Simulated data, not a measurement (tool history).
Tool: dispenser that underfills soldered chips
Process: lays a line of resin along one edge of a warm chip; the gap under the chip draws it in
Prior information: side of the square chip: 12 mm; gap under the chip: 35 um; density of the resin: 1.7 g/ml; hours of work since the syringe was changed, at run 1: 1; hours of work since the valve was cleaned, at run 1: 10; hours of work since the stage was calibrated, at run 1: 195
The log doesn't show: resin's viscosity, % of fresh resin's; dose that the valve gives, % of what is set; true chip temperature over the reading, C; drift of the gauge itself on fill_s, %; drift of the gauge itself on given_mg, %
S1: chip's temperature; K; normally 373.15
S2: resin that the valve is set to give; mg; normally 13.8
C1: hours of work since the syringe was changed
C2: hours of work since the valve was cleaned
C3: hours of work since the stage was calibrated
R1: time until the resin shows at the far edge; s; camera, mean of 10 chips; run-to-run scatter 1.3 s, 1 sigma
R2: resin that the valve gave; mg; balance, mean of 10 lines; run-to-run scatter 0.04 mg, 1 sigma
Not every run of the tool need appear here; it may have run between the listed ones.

Run 1, hour 0.0: usual settings; C1 1; C2 10; C3 195. Result: R1 130.8 s, R2 13.77 mg.
Run 2, hour 9.0: usual settings; C1 7; C2 16; C3 201. Result: R1 173.9 s, R2 13.66 mg.
At hour 12.3: new syringe of resin.
Run 3, hour 16.5: usual settings but S1 386.15 K; C1 3; C2 21; C3 206. Result: R1 100.1 s, R2 13.70 mg.
Run 4, hour 23.5: usual settings; C1 8; C2 26; C3 211. Result: R1 179.6 s, R2 13.74 mg.
At hour 25.7: new syringe of resin.
Run 5, hour 28.8: usual settings; C1 2; C2 29; C3 215. Result: R1 137.4 s, R2 13.60 mg.
Run 6, hour 35.8: usual settings but S1 381.15 K; C1 7; C2 34; C3 220. Result: R1 133.6 s, R2 13.69 mg.
At hour 38.9: new syringe of resin.
Run 7, hour 43.7: usual settings; C1 3; C2 39; C3 225. Result: R1 145.7 s, R2 13.57 mg.
Run 8, hour 48.3: usual settings; C1 7; C2 43; C3 228. Result: R1 169.8 s, R2 13.53 mg.
At hour 52.5: new syringe of resin.
Run 9, hour 55.3: usual settings but S2 13.2 mg; C1 2; C2 47; C3 233. Result: R1 136.1 s, R2 12.95 mg.
Run 10, hour 59.4: usual settings but S2 13.2 mg; C1 5; C2 50; C3 236. Result: R1 158.4 s, R2 12.91 mg.
At hour 65.7: new syringe of resin.
Run 11, hour 66.7: usual settings but S1 361.15 K; C1 1; C2 55; C3 241. Result: R1 183.6 s, R2 13.50 mg.
Run 12, hour 74.0: usual settings but S1 361.15 K; C1 6; C2 60; C3 246. Result: R1 232.4 s, R2 13.40 mg.
Run 13, hour 77.8: usual settings but S1 361.15 K; C1 8; C2 63; C3 248. Result: R1 261.0 s, R2 13.41 mg.
At hour 78.8: new syringe of resin.
Run 14, hour 85.2: usual settings; C1 4; C2 68; C3 253. Result: R1 157.0 s, R2 13.39 mg.
At hour 92.0: new syringe of resin.
Run 15, hour 93.3: usual settings; C1 1; C2 73; C3 259. Result: R1 130.3 s, R2 13.37 mg.
Run 16, hour 99.3: usual settings; C1 5; C2 77; C3 263. Result: R1 161.5 s, R2 13.34 mg.
At hour 105.2: new syringe of resin.
Run 17, hour 106.6: usual settings but S1 381.15 K; C1 1; C2 82; C3 268. Result: R1 104.0 s, R2 13.34 mg.
Run 18, hour 112.1: usual settings but S1 381.15 K, S2 13.5 mg; C1 5; C2 86; C3 272. Result: R1 124.8 s, R2 13.05 mg.
Run 19, hour 115.7: usual settings but S1 381.15 K, S2 13.5 mg; C1 7; C2 89; C3 274. Result: R1 141.8 s, R2 12.95 mg.
At hour 118.6: new syringe of resin.
Run 20, hour 119.9: usual settings but S1 361.15 K, S2 13.5 mg; C1 1; C2 91; C3 277. Result: R1 186.7 s, R2 12.92 mg.
Run 21, hour 128.1: usual settings but S1 370.15 K, S2 17.2 mg; C1 7; C2 97; C3 282. Result: R1 179.4 s, R2 16.48 mg.
At hour 131.6: new syringe of resin.
Run 22, hour 132.0: usual settings but S1 369.15 K, S2 17.5 mg; C1 0; C2 100; C3 285. Result: R1 138.8 s, R2 16.82 mg.
At hour 135.9: dispensing valve cleaned and set on the balance.
Run 23, hour 141.5: usual settings but S1 378.15 K, S2 17.5 mg; C1 6; C2 4; C3 291. Result: R1 142.4 s, R2 17.58 mg.
At hour 145.9: new syringe of resin.
Run 24, hour 148.8: usual settings but S1 378.15 K, S2 17.5 mg; C1 2; C2 9; C3 296. Result: R1 117.4 s, R2 17.46 mg.
Run 25, hour 155.6: usual settings but S1 378.15 K, S2 15.6 mg; C1 7; C2 14; C3 301. Result: R1 149.4 s, R2 15.46 mg.
At hour 159.2: new syringe of resin.
Run 26, hour 164.4: usual settings but S1 364.15 K, S2 15.3 mg; C1 4; C2 19; C3 306. Result: R1 192.2 s, R2 15.18 mg.
At hour 172.3: new syringe of resin.
Run 27, hour 172.3: usual settings but S1 364.15 K, S2 15.3 mg; C1 0; C2 25; C3 312. Result: R1 159.3 s, R2 15.25 mg.
Run 28, hour 181.1: usual settings but S1 365.15 K, S2 14.9 mg; C1 6; C2 31; C3 318. Result: R1 205.1 s, R2 14.72 mg.
At hour 185.5: new syringe of resin.
Run 29, hour 185.5: usual settings but S1 365.15 K, S2 14.9 mg; C1 0; C2 34; C3 321. Result: R1 156.9 s, R2 14.79 mg.
Run 30, hour 190.2: usual settings but S1 382.15 K; C1 3; C2 37; C3 324. Result: R1 112.5 s, R2 13.62 mg.
Run 31, hour 194.7: usual settings but S1 382.15 K, S2 17.4 mg; C1 6; C2 40; C3 327. Result: R1 129.8 s, R2 17.12 mg.
At hour 198.9: new syringe of resin.
Run 32, hour 203.9: usual settings but S1 369.15 K; C1 3; C2 46; C3 333. Result: R1 165.5 s, R2 13.64 mg.
Run 33, hour 211.6: usual settings but S2 12.2 mg; C1 9; C2 52; C3 339. Result: R1 196.6 s, R2 11.92 mg.
At hour 212.4: new syringe of resin.
Run 34, hour 216.1: usual settings but S2 12.2 mg; C1 3; C2 55; C3 342. Result: R1 143.4 s, R2 11.94 mg.
Run 35, hour 223.7: usual settings but S1 362.15 K, S2 13.3 mg; C1 8; C2 60; C3 347. Result: R1 261.8 s, R2 12.97 mg.

Here are 4 independent what-if runs from the current tool condition. What would each one return?
At hour 226.0: new syringe of resin.
Run A, hour 229.9: usual settings but S2 13.4 mg; C1 3; C2 64; C3 351. Result: R1 ?, R2 ?.
At hour 226.0: new syringe of resin.
Run B, hour 229.9: usual settings but S1 365.15 K, S2 11.9 mg; C1 3; C2 64; C3 351. Result: R1 ?, R2 ?.
At hour 226.0: new syringe of resin.
Run C, hour 229.9: usual settings but S1 375.15 K, S2 11.8 mg; C1 3; C2 64; C3 351. Result: R1 ?, R2 ?.
At hour 226.0: new syringe of resin.
Run D, hour 229.9: usual settings but S1 362.15 K, S2 13.4 mg; C1 3; C2 64; C3 351. Result: R1 ?, R2 ?.

run     R1     R2
  A  145.5  13.04
  B  185.9  11.65
  C  138.4  11.51
  D  195.4  13.10
What these runs would have given with no unlogged condition in the tool:
run     R1     R2
  A  123.2  13.37
  B  156.7  11.94
  C  116.8  11.80
  D  165.1  13.43
